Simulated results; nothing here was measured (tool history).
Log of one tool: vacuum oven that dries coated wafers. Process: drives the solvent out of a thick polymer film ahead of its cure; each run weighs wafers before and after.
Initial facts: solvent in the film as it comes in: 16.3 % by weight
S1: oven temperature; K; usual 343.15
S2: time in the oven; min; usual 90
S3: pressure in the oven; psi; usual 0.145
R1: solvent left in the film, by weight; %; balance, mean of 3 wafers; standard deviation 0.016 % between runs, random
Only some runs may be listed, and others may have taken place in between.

{"run": 1, "hour": 0.0, "S1": 343.15, "S2": 90, "S3": 0.145, "R1": 1.88}
{"run": 2, "hour": 47.7, "S1": 343.15, "S2": 90, "S3": 0.122, "R1": 1.74}
{"run": 3, "hour": 94.6, "S1": 343.15, "S2": 90, "S3": 0.122, "R1": 1.74}
{"run": 4, "hour": 117.3, "S1": 333.15, "S2": 90, "S3": 0.122, "R1": 4.08}
{"run": 5, "hour": 139.1, "S1": 343.15, "S2": 90, "S3": 0.219, "R1": 2.28}
{"run": 6, "hour": 163.2, "S1": 343.15, "S2": 90, "S3": 0.245, "R1": 2.39}
{"run": 7, "hour": 186.8, "S1": 343.15, "S2": 90, "S3": 0.22, "R1": 2.27}
{"run": 8, "hour": 211.2, "S1": 343.15, "S2": 73, "S3": 0.22, "R1": 2.88}
{"run": 9, "hour": 258.3, "S1": 343.15, "S2": 73, "S3": 0.22, "R1": 2.83}
{"run": 10, "hour": 283.8, "S1": 343.15, "S2": 101, "S3": 0.22, "R1": 2.03}
{"run": 11, "hour": 320.1, "S1": 343.15, "S2": 101, "S3": 0.22, "R1": 2.04}
{"run": 12, "hour": 352.2, "S1": 343.15, "S2": 101, "S3": 0.22, "R1": 2.02}
{"hour": 368.6, "done": "oven's thermocouples calibrated"}
{"run": 13, "hour": 396.1, "S1": 343.15, "S2": 101, "S3": 0.22, "R1": 1.93}
{"run": 14, "hour": 441.5, "S1": 343.15, "S2": 101, "S3": 0.22, "R1": 1.92}
{"hour": 451.5, "done": "oven's thermocouples calibrated, once more"}
{"run": 15, "hour": 474.9, "S1": 343.15, "S2": 101, "S3": 0.22, "R1": 2.2}
{"run": 16, "hour": 503.5, "S1": 343.15, "S2": 101, "S3": 0.22, "R1": 2.23}
{"run": 17, "hour": 535.0, "S1": 343.15, "S2": 101, "S3": 0.126, "R1": 1.68}
{"run": 18, "hour": 566.4, "S1": 343.15, "S2": 133, "S3": 0.126, "R1": 1.23}
{"run": 19, "hour": 613.5, "S1": 343.15, "S2": 133, "S3": 0.126, "R1": 1.2}
{"run": 20, "hour": 657.3, "S1": 330.15, "S2": 90, "S3": 0.145, "R1": 5.44}
{"run": 21, "hour": 708.5, "S1": 354.15, "S2": 106, "S3": 0.145, "R1": 0.73}
{"run": 22, "hour": 757.1, "S1": 345.15, "S2": 106, "S3": 0.447, "R1": 2.98}
{"run": 23, "hour": 805.0, "S1": 345.15, "S2": 106, "S3": 0.447, "R1": 3.02}
{"run": 24, "hour": 833.2, "S1": 345.15, "S2": 106, "S3": 0.447, "R1": 2.98}
{"run": 25, "hour": 880.8, "S1": 336.15, "S2": 93, "S3": 0.447, "R1": 5.52}
{"run": 26, "hour": 905.0, "S1": 336.15, "S2": 121, "S3": 0.091, "R1": 2.23}
{"run": 27, "hour": 954.5, "S1": 339.15, "S2": 125, "S3": 0.506, "R1": 4.34}
{"run": 28, "hour": 999.1, "S1": 348.15, "S2": 90, "S3": 0.094, "R1": 1.05}
{"run": 29, "hour": 1027.6, "S1": 348.15, "S2": 90, "S3": 0.094, "R1": 1.06}
{"run": 30, "hour": 1058.4, "S1": 348.15, "S2": 150, "S3": 0.094, "R1": 0.71}
{"run": 31, "hour": 1097.8, "S1": 343.15, "S2": 85, "S3": 0.145, "R1": 2.18}
{"run": 32, "hour": 1118.9, "S1": 332.15, "S2": 67, "S3": 0.145, "R1": 5.94}
{"run": 33, "hour": 1153.2, "S1": 332.15, "S2": 67, "S3": 0.145, "R1": 5.92}
{"run": 34, "hour": 1182.8, "S1": 332.15, "S2": 67, "S3": 0.145, "R1": 5.94}
{"run": 35, "hour": 1210.1, "S1": 332.15, "S2": 67, "S3": 0.167, "R1": 6.07}
{"run": 36, "hour": 1259.5, "S1": 334.15, "S2": 124, "S3": 0.123, "R1": 2.81}
{"run": 37, "hour": 1298.7, "S1": 341.15, "S2": 46, "S3": 0.381, "R1": 6.03}
{"hour": 1342.4, "done": "oven's thermocouples calibrated"}
{"run": 38, "hour": 1344.0, "S1": 335.15, "S2": 68, "S3": 0.229, "R1": 5.9}

Predict the results of run 39:
{"run": 39, "hour": 1367.3, "S1": 343.15, "S2": 72, "S3": 0.145, "R1": "?"}

R1: 2.91 %
Were there no unlogged condition in the tool, this run, its random variation unchanged, would have produced R1 2.68 %.
